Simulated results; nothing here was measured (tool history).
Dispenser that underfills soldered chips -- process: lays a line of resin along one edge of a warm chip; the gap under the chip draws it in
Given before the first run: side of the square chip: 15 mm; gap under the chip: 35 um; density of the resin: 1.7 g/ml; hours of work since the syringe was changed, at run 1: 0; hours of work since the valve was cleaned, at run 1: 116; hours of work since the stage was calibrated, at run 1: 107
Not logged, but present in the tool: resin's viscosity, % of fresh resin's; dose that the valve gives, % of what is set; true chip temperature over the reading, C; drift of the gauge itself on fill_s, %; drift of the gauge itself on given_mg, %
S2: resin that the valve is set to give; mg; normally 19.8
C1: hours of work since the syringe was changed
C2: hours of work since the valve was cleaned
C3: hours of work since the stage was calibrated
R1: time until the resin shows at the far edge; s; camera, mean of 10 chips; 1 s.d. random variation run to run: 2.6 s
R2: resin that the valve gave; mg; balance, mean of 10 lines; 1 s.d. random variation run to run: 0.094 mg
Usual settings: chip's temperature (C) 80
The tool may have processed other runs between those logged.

run 1 day=0 | chip's_temperature_(C)=80 S2=19.8 | C1=0 C2=116 C3=107 | R1=254.5 R2=17.86
-- day=0.208 dispensing valve cleaned and set on the balance
run 2 day=0.371 | chip's_temperature_(C)=80 S2=19.8 | C1=5 C2=3 C3=112 | R1=334.2 R2=19.58
run 3 day=0.688 | chip's_temperature_(C)=80 S2=19.8 | C1=10 C2=8 C3=117 | R1=442.7 R2=19.68
-- day=0.825 new syringe of resin
run 4 day=0.996 | chip's_temperature_(C)=85 S2=19.8 | C1=3 C2=12 C3=121 | R1=239.8 R2=19.48
run 5 day=1.179 | chip's_temperature_(C)=80 S2=19.8 | C1=6 C2=15 C3=124 | R1=350.2 R2=19.49
run 6 day=1.508 | chip's_temperature_(C)=80 S2=25 | C1=11 C2=20 C3=129 | R1=459.5 R2=24.48
-- day=1.608 new syringe of resin
run 7 day=1.825 | chip's_temperature_(C)=80 S2=25 | C1=3 C2=25 C3=134 | R1=289.8 R2=24.42
run 8 day=2.046 | chip's_temperature_(C)=80 S2=19.8 | C1=7 C2=28 C3=138 | R1=364.8 R2=19.38
run 9 day=2.229 | chip's_temperature_(C)=80 S2=19.8 | C1=10 C2=31 C3=141 | R1=427.3 R2=19.36
-- day=2.396 new syringe of resin
run 10 day=2.483 | chip's_temperature_(C)=80 S2=20.6 | C1=1 C2=35 C3=144 | R1=264.7 R2=20.06
run 11 day=2.821 | chip's_temperature_(C)=80 S2=19.8 | C1=7 C2=40 C3=150 | R1=370.2 R2=19.07
run 12 day=3.033 | chip's_temperature_(C)=80 S2=19.8 | C1=10 C2=44 C3=153 | R1=450.2 R2=19.03
-- day=3.183 new syringe of resin
run 13 day=3.217 | chip's_temperature_(C)=80 S2=19.8 | C1=1 C2=46 C3=156 | R1=251.7 R2=18.93
run 14 day=3.454 | chip's_temperature_(C)=80 S2=19.8 | C1=4 C2=50 C3=159 | R1=319 R2=18.97
run 15 day=3.758 | chip's_temperature_(C)=93 S2=17.8 | C1=9 C2=55 C3=164 | R1=261.7 R2=16.78
-- day=3.958 new syringe of resin
run 16 day=3.983 | chip's_temperature_(C)=93 S2=17.8 | C1=0 C2=58 C3=167 | R1=152.5 R2=16.87
run 17 day=4.283 | chip's_temperature_(C)=75 S2=19.1 | C1=5 C2=63 C3=172 | R1=413.5 R2=18.01
run 18 day=4.588 | chip's_temperature_(C)=75 S2=19.1 | C1=10 C2=68 C3=177 | R1=546.2 R2=17.92
-- day=4.758 new syringe of resin
run 19 day=4.929 | chip's_temperature_(C)=82 S2=19.1 | C1=3 C2=73 C3=182 | R1=260.8 R2=17.81
run 20 day=5.075 | chip's_temperature_(C)=78 S2=25.2 | C1=5 C2=75 C3=184 | R1=338.6 R2=23.33
run 21 day=5.233 | chip's_temperature_(C)=80 S2=24.9 | C1=7 C2=77 C3=187 | R1=369.7 R2=23.21
-- day=5.546 new syringe of resin
run 22 day=5.567 | chip's_temperature_(C)=80 S2=24.9 | C1=0 C2=83 C3=192 | R1=239.4 R2=22.92
run 23 day=5.838 | chip's_temperature_(C)=86 S2=25 | C1=5 C2=87 C3=196 | R1=245.8 R2=23.02

What if the next run were any one of these 3? Each begins from the tool's condition after run 23:
run A day=6.088 | chip's_temperature_(C)=70 S2=19.6 | C1=8 C2=91 C3=200 | R1=? R2=?
run B day=6.088 | chip's_temperature_(C)=86 S2=22.4 | C1=8 C2=91 C3=200 | R1=? R2=?
run C day=6.088 | chip's_temperature_(C)=86 S2=21.8 | C1=8 C2=91 C3=200 | R1=? R2=?

run=A R1=620.1 R2=17.93
run=B R1=308.7 R2=20.55
run=C R1=308.4 R2=19.94
Without the tool's unlogged condition, the same runs would have read:
run=A R1=391.7 R2=19.52
run=B R1=195.6 R2=22.38
run=C R1=195 R2=21.71

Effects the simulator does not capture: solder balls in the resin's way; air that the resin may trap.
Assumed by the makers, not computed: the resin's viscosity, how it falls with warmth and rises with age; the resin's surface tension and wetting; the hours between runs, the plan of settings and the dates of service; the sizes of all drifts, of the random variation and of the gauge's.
